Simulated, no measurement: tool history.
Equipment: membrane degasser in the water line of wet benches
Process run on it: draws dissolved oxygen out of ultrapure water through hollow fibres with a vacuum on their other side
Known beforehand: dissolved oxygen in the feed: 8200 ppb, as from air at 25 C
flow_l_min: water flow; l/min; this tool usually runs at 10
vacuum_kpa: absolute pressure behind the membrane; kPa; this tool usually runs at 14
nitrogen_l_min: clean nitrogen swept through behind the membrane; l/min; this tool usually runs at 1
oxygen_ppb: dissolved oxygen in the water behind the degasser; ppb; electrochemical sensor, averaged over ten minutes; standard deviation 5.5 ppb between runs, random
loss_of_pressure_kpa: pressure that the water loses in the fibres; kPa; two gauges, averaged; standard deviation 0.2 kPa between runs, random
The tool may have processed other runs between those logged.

{"run": 1, "hour": 0.0, "flow_l_min": 10, "vacuum_kpa": 14, "nitrogen_l_min": 1, "oxygen_ppb": 615.4, "loss_of_pressure_kpa": 45.82}
{"run": 2, "hour": 83.6, "flow_l_min": 10, "vacuum_kpa": 14, "nitrogen_l_min": 1, "oxygen_ppb": 598.9, "loss_of_pressure_kpa": 45.58}
{"run": 3, "hour": 175.3, "flow_l_min": 10, "vacuum_kpa": 14, "nitrogen_l_min": 0.48, "oxygen_ppb": 819.3, "loss_of_pressure_kpa": 46.08}
{"run": 4, "hour": 297.5, "flow_l_min": 10, "vacuum_kpa": 14, "nitrogen_l_min": 0.48, "oxygen_ppb": 820, "loss_of_pressure_kpa": 45.76}
{"run": 5, "hour": 382.9, "flow_l_min": 10, "vacuum_kpa": 14, "nitrogen_l_min": 0.48, "oxygen_ppb": 837.1, "loss_of_pressure_kpa": 45.66}
{"hour": 389.9, "done": "vacuum gauge calibrated"}
{"run": 6, "hour": 474.8, "flow_l_min": 10, "vacuum_kpa": 14, "nitrogen_l_min": 0.59, "oxygen_ppb": 758.4, "loss_of_pressure_kpa": 45.84}
{"run": 7, "hour": 570.8, "flow_l_min": 10, "vacuum_kpa": 14, "nitrogen_l_min": 2.03, "oxygen_ppb": 492.3, "loss_of_pressure_kpa": 46.23}
{"hour": 641.8, "done": "vacuum gauge calibrated, once more"}
{"run": 8, "hour": 680.0, "flow_l_min": 10, "vacuum_kpa": 14, "nitrogen_l_min": 2.03, "oxygen_ppb": 498.6, "loss_of_pressure_kpa": 46.22}
{"run": 9, "hour": 749.4, "flow_l_min": 10, "vacuum_kpa": 14, "nitrogen_l_min": 2.03, "oxygen_ppb": 503.4, "loss_of_pressure_kpa": 45.9}
{"run": 10, "hour": 842.5, "flow_l_min": 13, "vacuum_kpa": 18.6, "nitrogen_l_min": 0.61, "oxygen_ppb": 1146, "loss_of_pressure_kpa": 59.84}
{"run": 11, "hour": 912.6, "flow_l_min": 13, "vacuum_kpa": 18.6, "nitrogen_l_min": 0.61, "oxygen_ppb": 1155, "loss_of_pressure_kpa": 59.97}
{"run": 12, "hour": 1029.4, "flow_l_min": 13, "vacuum_kpa": 18.6, "nitrogen_l_min": 0.61, "oxygen_ppb": 1155.9, "loss_of_pressure_kpa": 60.79}
{"run": 13, "hour": 1133.4, "flow_l_min": 10, "vacuum_kpa": 19.4, "nitrogen_l_min": 0.78, "oxygen_ppb": 813.4, "loss_of_pressure_kpa": 46.38}
{"run": 14, "hour": 1246.0, "flow_l_min": 10, "vacuum_kpa": 25, "nitrogen_l_min": 1.16, "oxygen_ppb": 792.9, "loss_of_pressure_kpa": 46.64}
{"run": 15, "hour": 1347.5, "flow_l_min": 10, "vacuum_kpa": 9.7, "nitrogen_l_min": 0.54, "oxygen_ppb": 634.2, "loss_of_pressure_kpa": 46.63}
{"run": 16, "hour": 1419.0, "flow_l_min": 10, "vacuum_kpa": 9.7, "nitrogen_l_min": 0.54, "oxygen_ppb": 645.3, "loss_of_pressure_kpa": 46.18}
{"run": 17, "hour": 1505.4, "flow_l_min": 9, "vacuum_kpa": 24.5, "nitrogen_l_min": 1.03, "oxygen_ppb": 751.2, "loss_of_pressure_kpa": 41.74}
{"run": 18, "hour": 1623.8, "flow_l_min": 9, "vacuum_kpa": 24.5, "nitrogen_l_min": 1.03, "oxygen_ppb": 744, "loss_of_pressure_kpa": 42.04}

4 options for the next run, each taken on its own from the tool as it stands now. Forecast them:
{"run": "A", "hour": 1686.0, "flow_l_min": 9, "vacuum_kpa": 11.5, "nitrogen_l_min": 0.78, "oxygen_ppb": "?", "loss_of_pressure_kpa": "?"}
{"run": "B", "hour": 1686.0, "flow_l_min": 14, "vacuum_kpa": 14, "nitrogen_l_min": 0.76, "oxygen_ppb": "?", "loss_of_pressure_kpa": "?"}
{"run": "C", "hour": 1686.0, "flow_l_min": 9, "vacuum_kpa": 18, "nitrogen_l_min": 1.03, "oxygen_ppb": "?", "loss_of_pressure_kpa": "?"}
{"run": "D", "hour": 1686.0, "flow_l_min": 14, "vacuum_kpa": 13.9, "nitrogen_l_min": 1, "oxygen_ppb": "?", "loss_of_pressure_kpa": "?"}

run=A oxygen_ppb=551.4 loss_of_pressure_kpa=42.11
run=B oxygen_ppb=1005.2 loss_of_pressure_kpa=65.87
run=C oxygen_ppb=626.1 loss_of_pressure_kpa=42.24
run=D oxygen_ppb=903.2 loss_of_pressure_kpa=65.44
Stripped of hidden state, with their random variation kept, the same runs would have yielded:
run=A oxygen_ppb=473.8 loss_of_pressure_kpa=39.19
run=B oxygen_ppb=896.4 loss_of_pressure_kpa=61.32
run=C oxygen_ppb=546 loss_of_pressure_kpa=39.32
run=D oxygen_ppb=795.4 loss_of_pressure_kpa=60.9
